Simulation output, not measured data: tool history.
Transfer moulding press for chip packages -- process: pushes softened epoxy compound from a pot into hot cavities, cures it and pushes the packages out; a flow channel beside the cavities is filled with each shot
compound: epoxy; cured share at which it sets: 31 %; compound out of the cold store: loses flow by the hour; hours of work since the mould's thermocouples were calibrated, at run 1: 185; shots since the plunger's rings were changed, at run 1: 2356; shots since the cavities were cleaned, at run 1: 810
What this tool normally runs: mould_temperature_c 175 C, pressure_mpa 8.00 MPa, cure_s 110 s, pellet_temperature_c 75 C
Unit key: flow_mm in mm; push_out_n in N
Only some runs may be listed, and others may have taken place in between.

run,hour,mould_temperature_c,pressure_mpa,cure_s,pellet_temperature_c,hours of work since the mould's thermocouples were calibrated,shots since the plunger's rings were changed,shots since the cavities were cleaned,incoming compound's hours out of the cold store,flow_mm,push_out_n
1,0.0,175,8.00,110,75,185,2356,810,29.9,670,342
# hour 8.0: cavities cleaned with cleaning compound and waxed
2,11.8,175,8.00,110,75,193,2486,47,33.7,665,336
3,34.0,175,8.00,110,75,209,2766,327,43.4,641,342
4,47.7,175,8.00,110,75,219,2940,501,8.2,763,372
5,57.8,175,8.00,95,75,226,3067,628,32.1,673,431
6,71.6,175,8.00,95,75,236,3242,803,27.6,693,418
# hour 81.7: cavities cleaned with cleaning compound and waxed
7,90.8,175,8.00,95,75,249,3466,116,19.5,722,438
8,115.3,174,8.00,95,75,266,3775,425,9.3,767,476
9,140.4,181,8.00,95,75,284,4092,742,43.4,616,304
# hour 153.6: cavities cleaned with cleaning compound and waxed
10,159.6,175,7.95,110,75,297,4316,76,44.4,619,335
11,183.6,175,7.95,110,75,315,4618,378,13.2,742,371
12,201.2,175,7.95,110,75,327,4841,601,46.3,621,330
# hour 225.4: cavities cleaned with cleaning compound and waxed
13,225.4,175,7.95,110,75,344,5129,0,31.6,672,347
14,236.9,175,8.00,110,75,352,5274,145,31.3,680,346
15,251.2,169,8.25,110,84,362,5455,326,28.3,720,480

Estimate the outcome of run 16 from the log above:
16,270.8,169,8.25,110,84,377,5702,573,46.6,?,?

flow_mm: 662 mm
push_out_n: 482 N
Without the tool's hidden state the same run would have given flow_mm 663 mm, push_out_n 475 N.
